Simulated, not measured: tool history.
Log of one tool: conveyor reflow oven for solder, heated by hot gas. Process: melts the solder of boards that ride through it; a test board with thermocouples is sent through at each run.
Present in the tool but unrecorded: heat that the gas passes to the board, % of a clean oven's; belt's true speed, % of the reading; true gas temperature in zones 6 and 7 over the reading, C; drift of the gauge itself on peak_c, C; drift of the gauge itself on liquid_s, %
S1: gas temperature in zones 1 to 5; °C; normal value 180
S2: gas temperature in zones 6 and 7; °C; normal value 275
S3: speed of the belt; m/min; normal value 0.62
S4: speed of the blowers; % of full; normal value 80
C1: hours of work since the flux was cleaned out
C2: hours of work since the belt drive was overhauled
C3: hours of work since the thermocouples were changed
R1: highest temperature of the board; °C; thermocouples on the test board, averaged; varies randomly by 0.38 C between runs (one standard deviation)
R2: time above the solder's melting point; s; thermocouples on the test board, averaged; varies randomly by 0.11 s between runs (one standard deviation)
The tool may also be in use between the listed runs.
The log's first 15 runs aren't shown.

-- hour=106.3 belt drive overhauled, speed set with a stopwatch, once more
run 16 hour=108.3 | S1=180 S2=275 S3=0.667 S4=80 | C1=57 C2=1 C3=343 | R1=260.2 R2=45.6
run 17 hour=117.3 | S1=167 S2=275 S3=0.62 S4=80 | C1=62 C2=7 C3=349 | R1=260.8 R2=46.6
run 18 hour=123 | S1=167 S2=275 S3=0.62 S4=80 | C1=66 C2=11 C3=353 | R1=261.2 R2=46.2
run 19 hour=127.9 | S1=194 S2=275 S3=0.685 S4=80 | C1=69 C2=14 C3=356 | R1=261.7 R2=49
run 20 hour=133.4 | S1=180 S2=264 S3=0.62 S4=53 | C1=73 C2=18 C3=359 | R1=247.4 R2=41.5
run 21 hour=139.2 | S1=180 S2=264 S3=0.62 S4=53 | C1=77 C2=22 C3=363 | R1=247.5 R2=41.5
run 22 hour=144.4 | S1=180 S2=284 S3=0.62 S4=85 | C1=80 C2=25 C3=367 | R1=271.3 R2=53.3
run 23 hour=150.6 | S1=168 S2=282 S3=0.701 S4=65 | C1=84 C2=29 C3=371 | R1=259 R2=39.5
run 24 hour=159.6 | S1=183 S2=282 S3=0.692 S4=65 | C1=90 C2=35 C3=376 | R1=262.6 R2=45.1
run 25 hour=167.8 | S1=180 S2=275 S3=0.581 S4=75 | C1=95 C2=40 C3=382 | R1=263.7 R2=54.2

What does the tool deliver on the next run?
run 26 hour=174.3 | S1=168 S2=275 S3=0.659 S4=75 | C1=100 C2=44 C3=386 | R1=? R2=?

Run 26 came out at R1 257.2 °C, R2 42 s.
On a tool with no hidden condition, and with the same random variation, this run would have come out at R1 258.8 °C, R2 42.8 s.
